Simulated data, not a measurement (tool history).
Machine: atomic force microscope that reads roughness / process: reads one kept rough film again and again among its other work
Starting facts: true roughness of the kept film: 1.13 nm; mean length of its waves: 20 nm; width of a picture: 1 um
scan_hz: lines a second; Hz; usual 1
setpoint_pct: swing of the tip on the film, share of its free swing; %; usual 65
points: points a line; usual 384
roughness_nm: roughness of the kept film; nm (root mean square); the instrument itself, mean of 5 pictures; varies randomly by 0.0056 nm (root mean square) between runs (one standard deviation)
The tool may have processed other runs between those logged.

run	day	scan_hz	setpoint_pct	points	roughness_nm
1	0	1	65	384	0.932
2	0.838	1	65	384	0.889
3	1.625	0.62	65	384	0.856
4	2.117	0.62	65	384	0.825
5	2.746	1	65	707	0.797
# day 3.388: new tip fitted
6	3.65	1	65	327	0.935
7	4.288	1	65	327	0.896
8	5.021	1	65	327	0.85
9	5.446	1	65	384	0.836
10	6.238	1	65	352	0.786
11	7.042	1	65	352	0.736
# day 7.121: new tip fitted
12	7.492	1	65	352	0.949
13	8.217	1.32	65	384	0.893
14	8.625	1	65	384	0.87
15	8.992	1	65	384	0.853
16	9.633	1	65	569	0.829
17	10.379	1	65	569	0.78
18	10.783	1	65	569	0.759
# day 10.883: new tip fitted
19	11.388	1	65	569	0.952
20	11.862	1	65	569	0.914
21	12.662	1	65	569	0.864
22	13.058	1	65	384	0.844
23	13.638	1.63	65	384	0.797
24	14.483	1.63	65	384	0.75
# day 14.592: new tip fitted
25	15.212	3.65	66	713	0.873
26	15.708	3.65	72	991	0.804

Run 27 is up next; what results do you expect?
27	16.433	3.65	72	991	?

{"run 27": {"roughness_nm": 0.759}}
Minus the tool's unlogged condition, the same run would have read roughness_nm 0.868 nm (root mean square).
